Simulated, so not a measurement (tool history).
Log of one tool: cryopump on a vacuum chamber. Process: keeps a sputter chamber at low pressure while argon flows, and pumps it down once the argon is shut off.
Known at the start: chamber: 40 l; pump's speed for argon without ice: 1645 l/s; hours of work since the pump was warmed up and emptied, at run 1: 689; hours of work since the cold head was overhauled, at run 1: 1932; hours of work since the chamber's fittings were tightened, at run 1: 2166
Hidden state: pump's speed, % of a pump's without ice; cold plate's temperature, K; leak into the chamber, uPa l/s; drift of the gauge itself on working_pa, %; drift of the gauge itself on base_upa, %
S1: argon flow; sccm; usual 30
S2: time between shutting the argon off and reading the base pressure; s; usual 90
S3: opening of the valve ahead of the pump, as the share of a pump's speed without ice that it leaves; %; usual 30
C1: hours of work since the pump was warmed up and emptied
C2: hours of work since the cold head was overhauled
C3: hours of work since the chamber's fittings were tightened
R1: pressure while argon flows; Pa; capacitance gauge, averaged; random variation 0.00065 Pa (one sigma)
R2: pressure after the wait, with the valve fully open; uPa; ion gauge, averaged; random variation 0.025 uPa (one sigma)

run,hour,S1,S2,S3,C1,C2,C3,R1,R2
1,0,30,90,30,689,1932,2166,0.1088,2.8
2,65.3,21,90,30,730,1974,2207,0.077,2.92
3,150.9,21,90,30,784,2028,2262,0.0783,2.9
4,243.3,45,90,30,843,2087,2320,0.167,3.12
5,289.6,45,90,30,872,2116,2350,0.1676,3.03
6,348,45,61,30,909,2153,2387,0.1664,3.47
7,426.1,30,90,30,959,2203,2436,0.1134,3.1
8,491.3,30,42,30,1000,2244,2477,0.1134,4.26
9,584,30,42,30,1059,2303,2536,0.1137,4.28
10,650.8,30,110,30,1101,2345,2579,0.114,3.26
11,748.1,24,90,30,1163,2407,2640,0.0922,3.51
# hour 812.8: pump warmed up, emptied and cooled again
12,839.8,24,90,30,17,2462,2695,0.0836,2.82
13,896,24,185,30,53,2497,2731,0.0826,2.43
14,972.3,24,185,30,101,2546,2779,0.0836,2.51
# hour 1018.8: leaking fittings of the chamber tightened, without venting
15,1063.9,30,50,30,158,2603,29,0.1043,1.74
16,1123,30,50,30,195,2640,66,0.104,1.77
17,1179.2,30,50,30,231,2676,102,0.1051,1.8
18,1274.5,52,77,50,292,2736,162,0.1111,1.31
19,1369.8,52,77,50,352,2797,223,0.113,1.31
20,1466.2,52,27,18,413,2858,284,0.3052,3.26
21,1543.8,37,24,27,462,2907,333,0.1472,3.61
22,1620.4,37,69,24,511,2956,382,0.1655,1.62
23,1680.7,43,37,18,549,2994,420,0.2529,2.57
24,1747.7,43,37,18,592,3036,462,0.2536,2.61
25,1846,25,33,19,654,3099,525,0.14,2.88
26,1904,17,90,30,691,3136,561,0.0627,1.55
27,1992.7,44,166,30,747,3192,618,0.161,1.18
28,2066,44,166,30,794,3238,664,0.163,1.24
29,2143.2,35,153,30,843,3287,713,0.1303,1.34
30,2223.8,35,48,26,894,3338,764,0.1479,2.45
31,2299.4,14,32,26,942,3386,812,0.0603,3.27
32,2360.6,30,90,20,980,3425,851,0.163,1.92
33,2438.3,30,90,20,1030,3474,900,0.1664,1.93

Forecast each of these 3 alternatives for the next run:
A,2495.3,30,39,22,1066,3511,936,?,?
B,2495.3,30,63,18,1066,3511,936,?,?
C,2495.3,30,279,35,1066,3511,936,?,?

run,R1,R2
A,0.1518,3.03
B,0.1837,2.25
C,0.0994,1.39
Without the tool's hidden state the same runs would have given:
run,R1,R2
A,0.1405,2.08
B,0.1723,1.34
C,0.0881,0.44
